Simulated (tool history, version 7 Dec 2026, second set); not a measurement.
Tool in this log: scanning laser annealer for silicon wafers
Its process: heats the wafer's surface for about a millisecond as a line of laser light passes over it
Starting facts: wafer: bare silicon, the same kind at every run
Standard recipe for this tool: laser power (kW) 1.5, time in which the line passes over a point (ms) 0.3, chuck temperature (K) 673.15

run   hour  laser power (kW)  time in which the line passes over a point (ms)  chuck temperature (K)  highest temperature of the surface (K)
  1      0               1.5                                              0.3                 673.15                                 1472.15
  2   23.9               1.5                                              0.3                 673.15                                 1473.15
      53.8  -- optics aligned, line set to its width
  3   63.2             1.337                                              0.3                 673.15                                 1385.15
  4     88             1.337                                              0.3                 673.15                                 1379.15
  5  134.9             1.552                                              0.3                 673.15                                 1508.15
  6  175.7             1.552                                              0.3                 673.15                                 1504.15
  7  228.1             1.295                                              0.3                 673.15                                 1353.15
  8  253.9             1.295                                              0.3                 673.15                                 1353.15
  9  300.9             1.295                                              0.3                 673.15                                 1349.15
 10  354.9               1.5                                              0.3                 685.15                                 1480.15
     363.5  -- window over the wafer cleaned
 11  385.1               1.5                                              0.3                 685.15                                 1506.15
 12  423.7               1.5                                              0.3                 685.15                                 1506.15
 13  456.9             1.597                                              0.3                 673.15                                 1552.15
 14  495.5             1.597                                              0.3                 673.15                                 1552.15
 15  519.1             1.597                                              0.3                 673.15                                 1552.15
 16    551             1.597                                              0.3                 673.15                                 1545.15
 17  580.7             1.597                                              0.3                 673.15                                 1546.15
 18  630.1               1.5                                              0.3                 673.15                                 1486.15
 19  662.6               1.5                                              0.3                 673.15                                 1484.15
 20  685.3               1.5                                              0.3                 673.15                                 1480.15

The next listed run, before its measurement:
 21  721.3               1.5                                            0.342                 682.15                                       ?

For run 21 the tool returned highest temperature of the surface (K) 1551.15.
Were there no unlogged condition in the tool, this run, its random variation unchanged, would have produced highest temperature of the surface (K) 1582.15.
